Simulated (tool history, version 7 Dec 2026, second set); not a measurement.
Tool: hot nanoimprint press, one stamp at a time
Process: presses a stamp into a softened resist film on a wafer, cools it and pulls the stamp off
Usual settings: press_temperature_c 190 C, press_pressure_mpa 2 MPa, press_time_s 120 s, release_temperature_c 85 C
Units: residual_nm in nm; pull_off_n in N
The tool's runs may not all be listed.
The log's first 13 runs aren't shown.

run 14 hour=235.8 | press_temperature_c=190 press_pressure_mpa=2 press_time_s=120 release_temperature_c=85 | residual_nm=107.1 pull_off_n=117
run 15 hour=257.8 | press_temperature_c=190 press_pressure_mpa=2 press_time_s=120 release_temperature_c=85 | residual_nm=107.6 pull_off_n=113
run 16 hour=280.2 | press_temperature_c=190 press_pressure_mpa=2.45 press_time_s=120 release_temperature_c=81 | residual_nm=96.9 pull_off_n=115
run 17 hour=290.5 | press_temperature_c=199 press_pressure_mpa=2.79 press_time_s=126 release_temperature_c=92 | residual_nm=61.6 pull_off_n=105
run 18 hour=308.5 | press_temperature_c=199 press_pressure_mpa=2.79 press_time_s=126 release_temperature_c=92 | residual_nm=61.2 pull_off_n=105
run 19 hour=319.4 | press_temperature_c=199 press_pressure_mpa=2.79 press_time_s=126 release_temperature_c=92 | residual_nm=61.3 pull_off_n=105
run 20 hour=333.3 | press_temperature_c=199 press_pressure_mpa=2.79 press_time_s=126 release_temperature_c=92 | residual_nm=61.2 pull_off_n=104
run 21 hour=343.6 | press_temperature_c=199 press_pressure_mpa=2.79 press_time_s=126 release_temperature_c=92 | residual_nm=61.7 pull_off_n=107
run 22 hour=365.6 | press_temperature_c=199 press_pressure_mpa=2.79 press_time_s=126 release_temperature_c=92 | residual_nm=61.9 pull_off_n=105
run 23 hour=382.2 | press_temperature_c=198 press_pressure_mpa=1.65 press_time_s=69 release_temperature_c=79 | residual_nm=104.7 pull_off_n=118
run 24 hour=394.1 | press_temperature_c=190 press_pressure_mpa=2.1 press_time_s=98 release_temperature_c=87 | residual_nm=111.9 pull_off_n=110
run 25 hour=408.2 | press_temperature_c=190 press_pressure_mpa=2.1 press_time_s=98 release_temperature_c=87 | residual_nm=111.3 pull_off_n=113
run 26 hour=429.9 | press_temperature_c=190 press_pressure_mpa=2 press_time_s=103 release_temperature_c=85 | residual_nm=112 pull_off_n=113
run 27 hour=452.7 | press_temperature_c=181 press_pressure_mpa=2 press_time_s=88 release_temperature_c=85 | residual_nm=155.9 pull_off_n=115
run 28 hour=472.7 | press_temperature_c=181 press_pressure_mpa=2 press_time_s=88 release_temperature_c=85 | residual_nm=155.6 pull_off_n=112
run 29 hour=486.3 | press_temperature_c=190 press_pressure_mpa=2 press_time_s=211 release_temperature_c=85 | residual_nm=89.5 pull_off_n=112
run 30 hour=499.2 | press_temperature_c=190 press_pressure_mpa=2 press_time_s=197 release_temperature_c=85 | residual_nm=91.5 pull_off_n=114

3 ways to go on from here, each from the tool as it stands after run 30. What would each give?
run A hour=518.3 | press_temperature_c=190 press_pressure_mpa=2 press_time_s=92 release_temperature_c=85 | residual_nm=? pull_off_n=?
run B hour=518.3 | press_temperature_c=197 press_pressure_mpa=3.03 press_time_s=147 release_temperature_c=85 | residual_nm=? pull_off_n=?
run C hour=518.3 | press_temperature_c=190 press_pressure_mpa=1.29 press_time_s=68 release_temperature_c=74 | residual_nm=? pull_off_n=?

run=A residual_nm=115.8 pull_off_n=115
run=B residual_nm=59.6 pull_off_n=113
run=C residual_nm=150 pull_off_n=120
Without the tool's hidden state the same runs would have given:
run=A residual_nm=115.8 pull_off_n=115
run=B residual_nm=59.6 pull_off_n=112
run=C residual_nm=150.1 pull_off_n=119
